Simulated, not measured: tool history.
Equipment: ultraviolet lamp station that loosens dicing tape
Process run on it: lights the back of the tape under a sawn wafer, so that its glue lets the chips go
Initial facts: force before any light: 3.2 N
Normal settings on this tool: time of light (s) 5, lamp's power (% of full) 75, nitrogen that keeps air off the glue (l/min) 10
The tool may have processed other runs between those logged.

run     day  time of light (s)  lamp's power (% of full)  nitrogen that keeps air off the glue (l/min)  force that peels the tape off (N)  light that reached the tape (mJ/cm2)
  1   0.000                  5                        75                                            10                              0.390                                   261
  2   1.117                  3                        75                                            10                              0.801                                   159
  3   2.629                  5                        75                                            10                              0.375                                   258
  4   4.192                  5                        75                                            10                              0.382                                   258
  5   4.996                  5                        75                                            10                              0.391                                   257
      5.496  -- window cleaned of glue's vapour
  6   6.521                  5                        93                                            10                              0.221                                   352
  7   7.850                  5                        93                                            10                              0.227                                   350
  8   9.371                  5                        75                                            10                              0.324                                   282
  9  10.567                  5                        75                                            17                              0.259                                   283
 10  11.933                  5                        75                                            17                              0.282                                   281
 11  12.667                  5                        75                                            17                              0.272                                   278
 12  14.338                  5                        75                                            17                              0.292                                   274
 13  15.367                  5                        75                                            10                              0.355                                   276
 14  16.233                  5                        75                                            10                              0.349                                   271
 15  17.604                  5                        75                                             4                              0.539                                   266
 16  19.058                  5                        74                                            10                              0.364                                   267
 17  20.504                  5                        74                                            10                              0.374                                   262
 18  21.912                  2                        75                                            10                              1.281                                   107
 19  23.208                  2                        75                                             8                              1.337                                   107
 20  24.875                  2                        75                                             8                              1.314                                   107
 21  25.892                  2                        75                                             8                              1.341                                   104
 22  27.071                  2                        75                                             8                              1.333                                   105
 23  28.242                  9                        64                                             8                              0.198                                   396
 24  29.500                  3                        66                                             9                              0.964                                   138
 25  30.738                  3                        66                                            18                              0.786                                   139
 26  31.567                  9                        87                                            10                              0.132                                   534
 27  32.950                  7                        78                                             9                              0.214                                   375
 28  34.404                  3                        75                                            10                              0.844                                   153
 29  35.292                  3                        75                                            10                              0.848                                   149
 30  36.912                  3                        75                                            10                              0.830                                   151
 31  38.121                  3                        75                                            10                              0.837                                   147
 32  39.221                  3                        75                                            10                              0.883                                   148
 33  40.467                  3                        75                                            10                              0.886                                   148
 34  41.392                  2                        60                                            10                              1.559                                    81
 35  43.079                  2                        60                                            10                              1.634                                    78
 36  44.321                  2                        60                                            10                              1.596                                    80

Run 37 comes next. What will it give?
 37  45.996                  2                        60                                            10                                  ?                                     ?

force that peels the tape off (N): 1.592
light that reached the tape (mJ/cm2): 77
If the tool had no hidden condition, the same run with the same run-to-run variation would have returned force that peels the tape off (N) 1.265, light that reached the tape (mJ/cm2) 104.
